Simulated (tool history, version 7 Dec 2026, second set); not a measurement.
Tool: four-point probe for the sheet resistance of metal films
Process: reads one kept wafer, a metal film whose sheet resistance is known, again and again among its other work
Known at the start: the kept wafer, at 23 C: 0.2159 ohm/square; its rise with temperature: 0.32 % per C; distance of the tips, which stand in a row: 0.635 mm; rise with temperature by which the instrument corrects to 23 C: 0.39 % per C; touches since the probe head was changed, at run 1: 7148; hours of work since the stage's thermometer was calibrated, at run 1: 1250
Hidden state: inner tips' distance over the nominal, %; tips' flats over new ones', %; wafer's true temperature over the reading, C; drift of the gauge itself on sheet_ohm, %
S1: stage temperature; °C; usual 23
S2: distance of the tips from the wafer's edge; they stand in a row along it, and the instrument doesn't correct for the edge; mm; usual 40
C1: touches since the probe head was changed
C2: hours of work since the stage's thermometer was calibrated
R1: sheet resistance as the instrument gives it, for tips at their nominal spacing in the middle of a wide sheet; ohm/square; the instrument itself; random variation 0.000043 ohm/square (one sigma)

run	day	S1	S2	C1	C2	R1
1	0.000	23	40	7148	1250	0.215952
2	3.317	26	40	9121	1299	0.215420
3	7.383	26	40	11541	1359	0.215391
4	11.138	26	40	13776	1414	0.215457
5	14.962	23	40	16053	1470	0.215913
# day 18.183: stage's thermometer calibrated
6	18.592	33	40	18200	6	0.214552
7	20.608	33	40	19401	36	0.214469
8	23.208	23	67	20948	74	0.215847
9	25.338	23	10	22217	105	0.216357
10	28.054	23	10	23834	145	0.216292
11	29.962	25	10	24969	173	0.216018
12	32.933	23	6	26736	217	0.217166
13	36.950	25	6	29128	276	0.216842
14	40.321	25	6	31133	326	0.216782
15	43.212	25	6	32856	368	0.216860
16	47.596	23	40	35463	432	0.215926
17	49.675	28	40	36701	463	0.215093
18	53.138	28	40	38762	514	0.215141
19	56.121	28	40	40539	558	0.215230
20	58.954	24	40	42223	600	0.215678
21	61.938	24	40	43999	643	0.215812
22	65.933	23	40	46379	702	0.215947
23	68.592	23	40	47960	741	0.215865
24	70.529	23	40	49113	770	0.215826
25	73.667	23	40	50980	816	0.215854
26	76.088	19	8	52422	852	0.217163
27	79.254	32	3	54305	898	0.219629
28	81.825	30	13	55836	936	0.215129
29	85.992	28	74	58316	997	0.215119
30	90.288	23	40	60874	1060	0.215857
31	93.975	35	7	63068	1115	0.215113
32	96.079	18	12	64321	1145	0.216887
33	98.167	19	15	65563	1176	0.216629
34	102.233	22	21	67984	1236	0.216070
35	106.658	29	40	70617	1301	0.215045
36	108.517	29	40	71724	1328	0.215000
37	111.117	29	40	73269	1367	0.215002
38	115.212	29	40	75707	1427	0.215039
39	119.217	28	3	78091	1486	0.220145
40	121.121	29	55	79224	1514	0.215006
# day 121.396: stage's thermometer calibrated
41	123.392	21	65	80563	29	0.216079
42	126.329	28	22	82312	73	0.215211
43	130.671	29	32	84896	136	0.215101
44	132.871	32	21	86205	169	0.214680

5 ways to go on from here, each from the tool as it stands after run 44. What would each give?
A	135.912	28	21	88015	213	?
B	135.912	20	71	88015	213	?
C	135.912	26	17	88015	213	?
D	135.912	24	17	88015	213	?
E	135.912	31	34	88015	213	?

run	R1
A	0.215153
B	0.216309
C	0.215601
D	0.215834
E	0.214713
Without the tool's hidden state the same runs would have given:
run	R1
A	0.215213
B	0.216370
C	0.215661
D	0.215895
E	0.214773
